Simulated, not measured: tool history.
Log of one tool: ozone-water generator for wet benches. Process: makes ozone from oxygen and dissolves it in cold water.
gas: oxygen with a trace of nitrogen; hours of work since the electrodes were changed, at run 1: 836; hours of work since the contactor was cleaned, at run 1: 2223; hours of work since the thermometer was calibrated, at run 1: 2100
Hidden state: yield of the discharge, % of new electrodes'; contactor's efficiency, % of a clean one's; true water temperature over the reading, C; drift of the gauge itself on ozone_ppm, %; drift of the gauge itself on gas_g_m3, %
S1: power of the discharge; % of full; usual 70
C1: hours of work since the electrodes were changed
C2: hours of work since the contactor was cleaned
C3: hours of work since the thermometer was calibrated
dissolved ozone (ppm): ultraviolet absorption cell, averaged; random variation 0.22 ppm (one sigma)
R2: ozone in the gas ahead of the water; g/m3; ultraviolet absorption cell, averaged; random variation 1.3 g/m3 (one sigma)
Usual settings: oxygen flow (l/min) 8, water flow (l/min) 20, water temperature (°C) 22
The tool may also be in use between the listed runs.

run 1 day=0 | S1=70 oxygen_flow_(l/min)=8 water_flow_(l/min)=20 water_temperature_(°C)=22 | C1=836 C2=2223 C3=2100 | dissolved_ozone_(ppm)=30.7 R2=231.6
run 2 day=1.171 | S1=70 oxygen_flow_(l/min)=8.39 water_flow_(l/min)=20 water_temperature_(°C)=22 | C1=855 C2=2242 C3=2119 | dissolved_ozone_(ppm)=30.3 R2=227.2
run 3 day=2.533 | S1=70 oxygen_flow_(l/min)=8.39 water_flow_(l/min)=20 water_temperature_(°C)=22 | C1=877 C2=2265 C3=2141 | dissolved_ozone_(ppm)=30.4 R2=225.3
run 4 day=3.188 | S1=70 oxygen_flow_(l/min)=8.39 water_flow_(l/min)=20 water_temperature_(°C)=22 | C1=888 C2=2276 C3=2152 | dissolved_ozone_(ppm)=30.6 R2=226.3
run 5 day=3.904 | S1=70 oxygen_flow_(l/min)=8.39 water_flow_(l/min)=20 water_temperature_(°C)=22 | C1=900 C2=2287 C3=2164 | dissolved_ozone_(ppm)=29.8 R2=223.8
run 6 day=4.871 | S1=43 oxygen_flow_(l/min)=8.39 water_flow_(l/min)=20 water_temperature_(°C)=22 | C1=915 C2=2303 C3=2180 | dissolved_ozone_(ppm)=20.1 R2=149.4
run 7 day=5.479 | S1=43 oxygen_flow_(l/min)=8.39 water_flow_(l/min)=20 water_temperature_(°C)=22 | C1=925 C2=2313 C3=2190 | dissolved_ozone_(ppm)=20.1 R2=147.4
run 8 day=6.875 | S1=43 oxygen_flow_(l/min)=8.39 water_flow_(l/min)=20 water_temperature_(°C)=19 | C1=948 C2=2336 C3=2213 | dissolved_ozone_(ppm)=20.9 R2=147.1
run 9 day=7.779 | S1=43 oxygen_flow_(l/min)=8.39 water_flow_(l/min)=20 water_temperature_(°C)=19 | C1=963 C2=2351 C3=2227 | dissolved_ozone_(ppm)=20.8 R2=147.7
-- day=7.871 water thermometer calibrated
run 10 day=8.467 | S1=43 oxygen_flow_(l/min)=8.39 water_flow_(l/min)=20 water_temperature_(°C)=19 | C1=974 C2=2362 C3=10 | dissolved_ozone_(ppm)=20.9 R2=146.5
run 11 day=9.246 | S1=70 oxygen_flow_(l/min)=8 water_flow_(l/min)=30 water_temperature_(°C)=22 | C1=987 C2=2374 C3=23 | dissolved_ozone_(ppm)=23.8 R2=230.1
run 12 day=9.842 | S1=47 oxygen_flow_(l/min)=8 water_flow_(l/min)=32 water_temperature_(°C)=22 | C1=997 C2=2384 C3=32 | dissolved_ozone_(ppm)=15.8 R2=161.3
-- day=10.742 water thermometer calibrated, once more
run 13 day=10.75 | S1=43 oxygen_flow_(l/min)=8 water_flow_(l/min)=20 water_temperature_(°C)=22 | C1=1011 C2=2399 C3=0 | dissolved_ozone_(ppm)=20.1 R2=150.4
run 14 day=11.621 | S1=66 oxygen_flow_(l/min)=4.74 water_flow_(l/min)=20 water_temperature_(°C)=14 | C1=1025 C2=2413 C3=14 | dissolved_ozone_(ppm)=30.3 R2=264.3
run 15 day=12.492 | S1=70 oxygen_flow_(l/min)=8 water_flow_(l/min)=21 water_temperature_(°C)=21 | C1=1040 C2=2427 C3=29 | dissolved_ozone_(ppm)=29.8 R2=230.2

Forecast each of these 4 alternatives for the next run:
run A day=13.062 | S1=70 oxygen_flow_(l/min)=4.08 water_flow_(l/min)=20 water_temperature_(°C)=22 | C1=1049 C2=2437 C3=38 | dissolved_ozone_(ppm)=? R2=?
run B day=13.062 | S1=59 oxygen_flow_(l/min)=8 water_flow_(l/min)=21 water_temperature_(°C)=19 | C1=1049 C2=2437 C3=38 | dissolved_ozone_(ppm)=? R2=?
run C day=13.062 | S1=70 oxygen_flow_(l/min)=8 water_flow_(l/min)=16 water_temperature_(°C)=21 | C1=1049 C2=2437 C3=38 | dissolved_ozone_(ppm)=? R2=?
run D day=13.062 | S1=57 oxygen_flow_(l/min)=5.28 water_flow_(l/min)=21 water_temperature_(°C)=15 | C1=1049 C2=2437 C3=38 | dissolved_ozone_(ppm)=? R2=?

run=A dissolved_ozone_(ppm)=28.2 R2=293.3
run=B dissolved_ozone_(ppm)=26.6 R2=197.1
run=C dissolved_ozone_(ppm)=34.5 R2=230.2
run=D dissolved_ozone_(ppm)=26.2 R2=224.1
Without the tool's hidden state the same runs would have given:
run=A dissolved_ozone_(ppm)=30.7 R2=305.6
run=B dissolved_ozone_(ppm)=28.8 R2=204.1
run=C dissolved_ozone_(ppm)=37.4 R2=239.9
run=D dissolved_ozone_(ppm)=28.4 R2=231.8
